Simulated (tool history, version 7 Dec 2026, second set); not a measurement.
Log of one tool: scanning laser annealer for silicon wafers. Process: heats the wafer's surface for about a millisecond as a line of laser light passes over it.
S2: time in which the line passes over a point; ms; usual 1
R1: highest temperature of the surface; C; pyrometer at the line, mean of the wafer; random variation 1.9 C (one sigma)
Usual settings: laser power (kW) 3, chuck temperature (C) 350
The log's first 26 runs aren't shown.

Run 27, hour 542.3: usual settings but laser power (kW) 2.638, S2 0.99 ms. Result: R1 1064 C.
Run 28, hour 569.8: usual settings but laser power (kW) 2.628, S2 0.8 ms, chuck temperature (C) 349. Result: R1 988 C.
Run 29, hour 584: usual settings but laser power (kW) 2.628, S2 0.8 ms, chuck temperature (C) 349. Result: R1 986 C.
Run 30, hour 602.4: usual settings but laser power (kW) 3.272, S2 0.8 ms, chuck temperature (C) 349. Result: R1 1153 C.
Run 31, hour 625.7: usual settings but laser power (kW) 2.752, S2 0.8 ms, chuck temperature (C) 358. Result: R1 1027 C.
Run 32, hour 643.2: usual settings but laser power (kW) 2.752, S2 0.8 ms, chuck temperature (C) 358. Result: R1 1027 C.
Run 33, hour 659.1: usual settings but laser power (kW) 2.966, S2 0.8 ms, chuck temperature (C) 358. Result: R1 1083 C.
Run 34, hour 677.4: usual settings but laser power (kW) 2.752, S2 0.89 ms, chuck temperature (C) 376. Result: R1 1084 C.
Run 35, hour 704.4: usual settings but laser power (kW) 2.627, S2 1.07 ms. Result: R1 1085 C.
Run 36, hour 725.5: usual settings but laser power (kW) 2.627, S2 1.07 ms. Result: R1 1085 C.
Run 37, hour 756.4: usual settings but laser power (kW) 2.899, S2 0.74 ms, chuck temperature (C) 319. Result: R1 996 C.
Run 38, hour 781.3: usual settings but laser power (kW) 3.293, S2 1.13 ms, chuck temperature (C) 319. Result: R1 1276 C.
Run 39, hour 802.4: usual settings but laser power (kW) 3.059, S2 0.76 ms, chuck temperature (C) 366. Result: R1 1092 C.
Run 40, hour 821: usual settings but laser power (kW) 3.059, S2 0.76 ms, chuck temperature (C) 366. Result: R1 1091 C.
Run 41, hour 844.9: usual settings but laser power (kW) 3.059, S2 0.76 ms, chuck temperature (C) 366. Result: R1 1093 C.
Run 42, hour 875.9: usual settings but laser power (kW) 3.059, S2 0.76 ms, chuck temperature (C) 366. Result: R1 1094 C.

3 ways to go on from here, each from the tool as it stands after run 42. What would each give?
Run A, hour 893.6: usual settings but laser power (kW) 2.608, S2 1.13 ms. Result: R1 ?.
Run B, hour 893.6: usual settings but laser power (kW) 3.059, S2 0.76 ms, chuck temperature (C) 389. Result: R1 ?.
Run C, hour 893.6: usual settings but laser power (kW) 2.577, S2 0.83 ms, chuck temperature (C) 352. Result: R1 ?.

run    R1
  A  1100
  B  1114
  C   987
Without the tool's hidden state the same runs would have given:
run    R1
  A  1101
  B  1115
  C   987
